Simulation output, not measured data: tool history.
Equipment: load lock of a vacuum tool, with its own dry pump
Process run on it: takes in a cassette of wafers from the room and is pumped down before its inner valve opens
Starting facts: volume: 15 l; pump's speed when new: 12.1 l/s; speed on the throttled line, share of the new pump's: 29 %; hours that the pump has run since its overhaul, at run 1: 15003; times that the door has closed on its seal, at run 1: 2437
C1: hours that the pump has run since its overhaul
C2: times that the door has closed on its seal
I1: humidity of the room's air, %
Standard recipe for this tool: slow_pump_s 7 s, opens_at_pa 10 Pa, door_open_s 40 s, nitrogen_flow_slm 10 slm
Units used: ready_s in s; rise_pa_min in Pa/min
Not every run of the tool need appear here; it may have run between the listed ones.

run 1 day=0.000 | slow_pump_s=7 opens_at_pa=10 door_open_s=40 nitrogen_flow_slm=10 | C1=15003 C2=2437 | I1=44.9 | ready_s=18.2 rise_pa_min=0.068
run 2 day=15.200 | slow_pump_s=7 opens_at_pa=10 door_open_s=40 nitrogen_flow_slm=10 | C1=15367 C2=3952 | I1=45.7 | ready_s=18.6 rise_pa_min=0.089
run 3 day=31.646 | slow_pump_s=7 opens_at_pa=10 door_open_s=40 nitrogen_flow_slm=10 | C1=15762 C2=5591 | I1=44.6 | ready_s=18.3 rise_pa_min=0.109
run 4 day=52.012 | slow_pump_s=7 opens_at_pa=10 door_open_s=40 nitrogen_flow_slm=10 | C1=16251 C2=7620 | I1=42.7 | ready_s=18.3 rise_pa_min=0.127
run 5 day=69.275 | slow_pump_s=7 opens_at_pa=10 door_open_s=40 nitrogen_flow_slm=10 | C1=16665 C2=9340 | I1=45.1 | ready_s=18.5 rise_pa_min=0.147
-- day=90.238 dry pump taken out, an overhauled one fitted
run 6 day=91.504 | slow_pump_s=7 opens_at_pa=10 door_open_s=40 nitrogen_flow_slm=10 | C1=30 C2=11530 | I1=47.2 | ready_s=16.6 rise_pa_min=0.186
run 7 day=106.117 | slow_pump_s=7 opens_at_pa=10 door_open_s=40 nitrogen_flow_slm=10 | C1=381 C2=12986 | I1=45.7 | ready_s=16.3 rise_pa_min=0.214
run 8 day=121.192 | slow_pump_s=7 opens_at_pa=16 door_open_s=40 nitrogen_flow_slm=10 | C1=743 C2=14489 | I1=42.5 | ready_s=16.0 rise_pa_min=0.241
run 9 day=139.050 | slow_pump_s=7 opens_at_pa=7 door_open_s=40 nitrogen_flow_slm=10 | C1=1171 C2=16268 | I1=48.2 | ready_s=17.2 rise_pa_min=0.290
run 10 day=161.712 | slow_pump_s=7 opens_at_pa=10 door_open_s=40 nitrogen_flow_slm=10 | C1=1715 C2=18527 | I1=43.3 | ready_s=16.6 rise_pa_min=0.342
run 11 day=188.575 | slow_pump_s=7 opens_at_pa=10 door_open_s=40 nitrogen_flow_slm=10 | C1=2360 C2=21203 | I1=45.1 | ready_s=16.9 rise_pa_min=0.423
run 12 day=202.529 | slow_pump_s=7 opens_at_pa=10 door_open_s=40 nitrogen_flow_slm=10 | C1=2695 C2=22594 | I1=40.3 | ready_s=16.7 rise_pa_min=0.458
run 13 day=215.646 | slow_pump_s=7 opens_at_pa=10 door_open_s=40 nitrogen_flow_slm=10 | C1=3010 C2=23901 | I1=42.2 | ready_s=16.8 rise_pa_min=0.481
run 14 day=230.775 | slow_pump_s=13 opens_at_pa=10 door_open_s=40 nitrogen_flow_slm=16 | C1=3373 C2=25409 | I1=44.8 | ready_s=20.8 rise_pa_min=0.534
run 15 day=252.729 | slow_pump_s=13 opens_at_pa=10 door_open_s=40 nitrogen_flow_slm=16 | C1=3900 C2=27596 | I1=47.1 | ready_s=20.8 rise_pa_min=0.610
-- day=254.021 door's seal changed, seat wiped
run 16 day=267.512 | slow_pump_s=4 opens_at_pa=19 door_open_s=31 nitrogen_flow_slm=5 | C1=4253 C2=1344 | I1=45.7 | ready_s=13.8 rise_pa_min=0.060
run 17 day=282.767 | slow_pump_s=4 opens_at_pa=19 door_open_s=31 nitrogen_flow_slm=5 | C1=4619 C2=2864 | I1=43.9 | ready_s=14.4 rise_pa_min=0.069
run 18 day=308.396 | slow_pump_s=4 opens_at_pa=19 door_open_s=31 nitrogen_flow_slm=5 | C1=5234 C2=5419 | I1=44.8 | ready_s=14.0 rise_pa_min=0.095
run 19 day=326.279 | slow_pump_s=7 opens_at_pa=8 door_open_s=127 nitrogen_flow_slm=10 | C1=5663 C2=7200 | I1=46.6 | ready_s=17.2 rise_pa_min=0.127

Forecast run 20:
run 20 day=349.879 | slow_pump_s=4 opens_at_pa=13 door_open_s=64 nitrogen_flow_slm=12 | C1=6230 C2=9552 | I1=40.9 | ready_s=? rise_pa_min=?

For run 20 the tool returned ready_s 14.7 s, rise_pa_min 0.144 Pa/min.
The same run, on a tool lacking any hidden state, would have yielded ready_s 13.9 s, rise_pa_min 0.042 Pa/min.
